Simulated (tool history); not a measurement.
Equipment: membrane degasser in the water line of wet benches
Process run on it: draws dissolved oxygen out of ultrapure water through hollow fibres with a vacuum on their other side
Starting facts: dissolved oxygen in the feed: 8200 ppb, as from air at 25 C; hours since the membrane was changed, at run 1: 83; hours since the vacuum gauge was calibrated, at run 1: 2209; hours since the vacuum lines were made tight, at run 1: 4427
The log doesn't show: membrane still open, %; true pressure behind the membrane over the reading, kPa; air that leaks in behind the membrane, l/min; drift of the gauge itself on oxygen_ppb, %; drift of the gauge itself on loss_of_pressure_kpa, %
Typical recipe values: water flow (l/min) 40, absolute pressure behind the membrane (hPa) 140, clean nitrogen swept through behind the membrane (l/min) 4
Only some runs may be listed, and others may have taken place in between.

run,hour,water flow (l/min),absolute pressure behind the membrane (hPa),clean nitrogen swept through behind the membrane (l/min),hours since the membrane was changed,hours since the vacuum gauge was calibrated,hours since the vacuum lines were made tight,dissolved oxygen in the water behind the degasser (ppb),pressure that the water loses in the fibres (hPa)
1,0,40,140,4,83,2209,4427,288.7,375.9
2,40.3,40,140,6.17,123,2249,4468,208.8,376.6
3,83,40,140,6.17,166,2292,4510,209.7,378.1
4,114.3,64,140,4,197,2323,4542,537.4,607.9
5,156.7,28,140,4,240,2366,4584,188.6,262.6
6,208,28,140,4,291,2417,4635,186.9,265
7,276.6,28,140,4,359,2485,4704,193,263.3
8,307.9,28,140,4,391,2517,4735,192.4,263
9,359.2,40,258,4,442,2568,4787,541.1,378.4
10,423.3,40,258,4,506,2632,4851,542.1,378.6

Run 11 is up next; what results do you expect?
11,454.9,40,140,4.11,538,2664,4882,?,?

dissolved oxygen in the water behind the degasser (ppb): 285.6
pressure that the water loses in the fibres (hPa): 375.3
Minus the tool's unlogged condition, the same run would have read dissolved oxygen in the water behind the degasser (ppb) 283.3, pressure that the water loses in the fibres (hPa) 374.4.
